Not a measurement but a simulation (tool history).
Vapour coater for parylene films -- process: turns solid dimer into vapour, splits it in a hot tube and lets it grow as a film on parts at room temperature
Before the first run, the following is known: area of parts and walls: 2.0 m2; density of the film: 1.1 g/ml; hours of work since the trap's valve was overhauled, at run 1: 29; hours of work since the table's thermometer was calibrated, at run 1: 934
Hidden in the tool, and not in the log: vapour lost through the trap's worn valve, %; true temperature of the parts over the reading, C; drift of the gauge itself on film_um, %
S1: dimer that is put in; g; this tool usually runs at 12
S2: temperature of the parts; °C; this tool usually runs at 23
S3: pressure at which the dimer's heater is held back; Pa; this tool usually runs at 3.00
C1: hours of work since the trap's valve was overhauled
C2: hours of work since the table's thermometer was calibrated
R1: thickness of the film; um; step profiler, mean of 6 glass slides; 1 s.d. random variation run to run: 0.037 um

run   hour  S1  S2    S3   C1    C2    R1
  1    0.0  12  23  3.00   29   934  3.78
  2   80.9  14  23  3.00   84   989  4.42
  3  123.1  14  23  3.00  113  1018  4.35
  4  175.9  14  21  3.00  149  1054  4.50
  5  209.4  14  21  3.00  171  1077  4.47
  6  262.4  14  21  3.00  207  1113  4.53
  7  300.0  14  20  9.04  233  1139  3.41
  8  340.9  14  20  9.04  261  1166  3.45
  9  393.8   8  23  5.11  297  1202  2.09
 10  465.8  22  15  3.00  346  1251  7.81
     487.4  -- table's thermometer calibrated
 11  536.3  13  23  4.37  393    33  3.60

Alternative continuations, all from the tool just after run 11; predict every row:
     580.9  -- trap's valve overhauled
  A  580.9  12  16  3.00   0  61   ?
     580.9  -- trap's valve overhauled
  B  580.9  12  15  3.00   0  61   ?
     580.9  -- trap's valve overhauled
  C  580.9  13  23  8.55   0  61   ?
     580.9  -- trap's valve overhauled
  D  580.9  10  23  3.00   0  61   ?

run    R1
  A  4.51
  B  4.58
  C  3.21
  D  3.23
What these runs would have given with no unlogged condition in the tool:
run    R1
  A  4.52
  B  4.59
  C  3.22
  D  3.24
